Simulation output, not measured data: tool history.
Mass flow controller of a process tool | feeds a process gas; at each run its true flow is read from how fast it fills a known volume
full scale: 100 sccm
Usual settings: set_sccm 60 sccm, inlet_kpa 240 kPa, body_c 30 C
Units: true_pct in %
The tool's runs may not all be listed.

run 1 hour=0 | set_sccm=60 inlet_kpa=240 body_c=30 | true_pct=99.35
run 2 hour=276.2 | set_sccm=60 inlet_kpa=255 body_c=30 | true_pct=99.36
run 3 hour=518.4 | set_sccm=60 inlet_kpa=255 body_c=30 | true_pct=99.49
run 4 hour=850.2 | set_sccm=35 inlet_kpa=240 body_c=30 | true_pct=98.87
run 5 hour=1075.3 | set_sccm=35 inlet_kpa=184 body_c=30 | true_pct=98.55
run 6 hour=1328.9 | set_sccm=35 inlet_kpa=184 body_c=30 | true_pct=98.39
run 7 hour=1803.6 | set_sccm=20 inlet_kpa=240 body_c=30 | true_pct=98.72
run 8 hour=2264.9 | set_sccm=98 inlet_kpa=240 body_c=30 | true_pct=100.08
run 9 hour=2670.4 | set_sccm=60 inlet_kpa=160 body_c=30 | true_pct=98.94
-- hour=2927 controller's zero set anew
run 10 hour=3003.1 | set_sccm=60 inlet_kpa=160 body_c=30 | true_pct=98.79
run 11 hour=3402.7 | set_sccm=60 inlet_kpa=264 body_c=30 | true_pct=99.55
-- hour=3491.6 controller exchanged for a calibrated one
run 12 hour=3665.8 | set_sccm=60 inlet_kpa=264 body_c=30 | true_pct=99.4
run 13 hour=4129 | set_sccm=60 inlet_kpa=240 body_c=26 | true_pct=99.39
run 14 hour=4616.4 | set_sccm=48 inlet_kpa=188 body_c=22 | true_pct=98.97

5 ways to go on from here, each from the tool as it stands after run 14. What would each give?
run A hour=5077 | set_sccm=48 inlet_kpa=188 body_c=34 | true_pct=?
run B hour=5077 | set_sccm=19 inlet_kpa=272 body_c=38 | true_pct=?
run C hour=5077 | set_sccm=48 inlet_kpa=258 body_c=22 | true_pct=?
run D hour=5077 | set_sccm=83 inlet_kpa=181 body_c=32 | true_pct=?
run E hour=5077 | set_sccm=60 inlet_kpa=220 body_c=30 | true_pct=?

run=A true_pct=98.7
run=B true_pct=98.53
run=C true_pct=99.49
run=D true_pct=99.41
run=E true_pct=99.29
Without the tool's hidden state the same runs would have given:
run=A true_pct=98.7
run=B true_pct=98.52
run=C true_pct=99.49
run=D true_pct=99.41
run=E true_pct=99.28
